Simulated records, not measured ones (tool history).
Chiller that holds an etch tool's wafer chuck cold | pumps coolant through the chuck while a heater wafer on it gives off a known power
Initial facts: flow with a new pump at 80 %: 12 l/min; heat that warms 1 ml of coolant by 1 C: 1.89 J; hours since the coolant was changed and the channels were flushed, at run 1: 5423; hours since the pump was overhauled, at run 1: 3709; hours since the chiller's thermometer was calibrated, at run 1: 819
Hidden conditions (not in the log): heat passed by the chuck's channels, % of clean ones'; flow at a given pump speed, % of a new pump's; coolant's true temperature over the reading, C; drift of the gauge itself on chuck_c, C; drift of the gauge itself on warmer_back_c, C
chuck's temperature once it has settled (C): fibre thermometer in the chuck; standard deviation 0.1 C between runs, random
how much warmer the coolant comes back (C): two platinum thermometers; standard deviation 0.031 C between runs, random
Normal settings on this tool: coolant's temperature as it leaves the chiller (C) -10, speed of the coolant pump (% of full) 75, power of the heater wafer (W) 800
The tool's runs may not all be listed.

| run | hour | coolant's temperature as it leaves the chiller (C) | speed of the coolant pump (% of full) | power of the heater wafer (W) | hours since the coolant was changed and the channels were flushed | hours since the pump was overhauled | hours since the chiller's thermometer was calibrated | chuck's temperature once it has settled (C) | how much warmer the coolant comes back (C) |
|---|---|---|---|---|---|---|---|---|---|
| 1 | 0.0 | -10 | 75 | 800 | 5423 | 3709 | 819 | -0.8 | 2.30 |
| 2 | 181.1 | -10 | 75 | 800 | 5604 | 3890 | 1000 | -0.8 | 2.30 |
|  | 278.5 | coolant changed, channels flushed |
| 3 | 355.2 | -10 | 75 | 800 | 77 | 4058 | 1168 | -0.8 | 2.24 |
| 4 | 463.9 | -10 | 75 | 800 | 185 | 4167 | 1276 | -0.8 | 2.28 |
| 5 | 613.3 | -10 | 75 | 800 | 335 | 4316 | 1426 | -0.7 | 2.28 |
| 6 | 816.1 | -10 | 75 | 800 | 538 | 4519 | 1629 | -0.8 | 2.30 |
| 7 | 945.0 | -10 | 75 | 800 | 666 | 4648 | 1757 | -0.9 | 2.29 |
| 8 | 1154.2 | -10 | 75 | 800 | 876 | 4857 | 1967 | -0.9 | 2.31 |
| 9 | 1262.6 | -10 | 75 | 800 | 984 | 4965 | 2075 | -0.8 | 2.25 |
| 10 | 1429.9 | -10 | 75 | 800 | 1151 | 5133 | 2242 | -0.7 | 2.27 |
| 11 | 1628.5 | -15 | 75 | 800 | 1350 | 5331 | 2441 | -5.9 | 2.27 |
| 12 | 1761.2 | -15 | 75 | 800 | 1483 | 5464 | 2574 | -5.5 | 2.28 |
| 13 | 1974.8 | -15 | 75 | 800 | 1696 | 5678 | 2787 | -5.8 | 2.24 |
| 14 | 2163.0 | -12 | 75 | 800 | 1884 | 5866 | 2976 | -2.7 | 2.22 |
| 15 | 2340.5 | -12 | 75 | 800 | 2062 | 6043 | 3153 | -2.6 | 2.34 |
| 16 | 2431.8 | -9 | 80 | 528 | 2153 | 6135 | 3244 | -3.1 | 1.42 |
|  | 2538.0 | chiller's thermometer calibrated |
| 17 | 2639.9 | -6 | 90 | 1052 | 2360 | 6342 | 102 | 5.0 | 2.43 |
| 18 | 2738.6 | -16 | 78 | 769 | 2459 | 6441 | 201 | -7.3 | 2.07 |
| 19 | 2894.0 | -19 | 68 | 538 | 2615 | 6596 | 356 | -12.4 | 1.69 |
| 20 | 3063.9 | -7 | 75 | 1068 | 2784 | 6766 | 526 | 5.3 | 3.04 |
| 21 | 3169.0 | -10 | 61 | 502 | 2889 | 6871 | 631 | -3.3 | 1.75 |
| 22 | 3267.0 | -10 | 61 | 502 | 2987 | 6969 | 729 | -3.4 | 1.82 |
| 23 | 3367.7 | -10 | 82 | 800 | 3088 | 7070 | 830 | -1.1 | 2.03 |
| 24 | 3465.5 | -11 | 84 | 850 | 3186 | 7167 | 927 | -1.9 | 2.19 |
| 25 | 3619.0 | -11 | 84 | 850 | 3340 | 7321 | 1081 | -1.9 | 2.14 |
|  | 3706.3 | coolant pump overhauled |
| 26 | 3732.2 | -5 | 61 | 739 | 3448 | 26 | 1189 | 4.6 | 2.65 |
| 27 | 3940.9 | -8 | 61 | 739 | 3656 | 235 | 1398 | 1.7 | 2.60 |
| 28 | 4055.3 | -8 | 61 | 739 | 3771 | 349 | 1512 | 1.5 | 2.64 |

What if the next run were any one of these 3? Each begins from the tool's condition after run 28:
| A | 4186.0 | -11 | 61 | 739 | 3901 | 480 | 1643 | ? | ? |
| B | 4186.0 | -20 | 70 | 1050 | 3901 | 480 | 1643 | ? | ? |
| C | 4186.0 | -6 | 75 | 1027 | 3901 | 480 | 1643 | ? | ? |

| run | chuck's temperature once it has settled (C) | how much warmer the coolant comes back (C) |
|---|---|---|
| A | -1.4 | 2.66 |
| B | -7.4 | 3.17 |
| C | 6.0 | 2.97 |
Without the tool's unlogged condition, the same runs would have read:
| run | chuck's temperature once it has settled (C) | how much warmer the coolant comes back (C) |
|---|---|---|
| A | -1.4 | 2.66 |
| B | -7.4 | 3.17 |
| C | 6.0 | 2.97 |

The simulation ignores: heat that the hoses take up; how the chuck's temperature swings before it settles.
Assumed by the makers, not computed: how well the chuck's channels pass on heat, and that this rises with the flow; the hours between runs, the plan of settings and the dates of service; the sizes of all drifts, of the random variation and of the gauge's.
